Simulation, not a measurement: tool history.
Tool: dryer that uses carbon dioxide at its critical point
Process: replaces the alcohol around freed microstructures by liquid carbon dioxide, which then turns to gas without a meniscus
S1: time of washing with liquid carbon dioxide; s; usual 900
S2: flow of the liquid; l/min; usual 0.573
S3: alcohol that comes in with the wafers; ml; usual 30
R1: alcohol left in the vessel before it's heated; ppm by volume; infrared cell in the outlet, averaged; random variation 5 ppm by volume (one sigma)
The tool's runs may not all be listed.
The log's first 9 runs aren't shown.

run     day    S1     S2   S3   R1
 10  12.412   900  0.573   32  170
 11  14.404   900  0.573   30  181
 12  15.962   900  0.573   77  207
 13  17.600   900  0.573   77  209
 14  19.067   900  0.573   77  211
 15  20.671   900  0.573   77  213
 16  21.996   900  0.573   77  235
     23.379  -- inlet filter changed
 17  24.112   900  0.573   30  212
 18  26.196   900  0.573   30  220
 19  27.833   900  0.387   30  312
     28.046  -- purifier's bed changed
 20  29.554   900  0.387   30  125
 21  30.962   900  0.573   30   28
 22  32.879   900  0.573   30   31
 23  34.250   900  0.573   30   35
 24  35.500  1140  0.417  109   92
 25  36.788  1140  0.417  109   90
 26  38.379   720  0.573   75  148
 27  39.404   720  0.573   75  149
 28  40.629  1200  0.573   80   52

Forecast run 29:
 29  42.354  900  0.573  22   ?

Run 29 gave R1 66 ppm by volume.
Without the tool's hidden state the same run would have given R1 16 ppm by volume.

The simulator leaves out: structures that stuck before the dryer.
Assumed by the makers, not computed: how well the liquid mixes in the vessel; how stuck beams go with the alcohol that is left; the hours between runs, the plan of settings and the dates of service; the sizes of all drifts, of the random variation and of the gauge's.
